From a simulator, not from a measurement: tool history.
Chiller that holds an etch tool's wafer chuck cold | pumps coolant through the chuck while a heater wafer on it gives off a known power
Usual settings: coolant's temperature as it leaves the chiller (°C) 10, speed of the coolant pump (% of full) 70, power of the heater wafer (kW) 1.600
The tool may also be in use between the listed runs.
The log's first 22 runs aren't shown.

run,day,coolant's temperature as it leaves the chiller (°C),speed of the coolant pump (% of full),power of the heater wafer (kW),chuck's temperature once it has settled (°C),how much warmer the coolant comes back (C)
23,23.817,4,72,0.807,15.0,3.04
24,24.583,4,72,0.807,15.0,3.04
25,25.762,10,62,0.890,23.1,3.91
26,27.117,1,73,1.509,21.5,5.76
27,27.792,10,62,1.151,26.9,5.15
28,29.008,10,62,1.151,27.0,5.08
29,30.162,10,62,1.151,27.1,5.06
30,31.512,10,62,1.151,26.8,5.14
31,32.808,10,62,1.151,27.1,5.05

4 ways to go on from here, each from the tool as it stands after run 31. What would each give?
A,33.492,12,70,1.289,?,?
B,33.492,10,70,1.553,?,?
C,33.492,10,85,0.972,?,?
D,33.492,11,93,1.394,?,?

run,chuck's temperature once it has settled (°C),how much warmer the coolant comes back (C)
A,29.8,5.08
B,31.5,6.12
C,22.3,3.04
D,27.8,4.04
Without the tool's hidden state the same runs would have given:
run,chuck's temperature once it has settled (°C),how much warmer the coolant comes back (C)
A,29.7,5.28
B,31.5,6.31
C,22.3,3.24
D,27.8,4.24
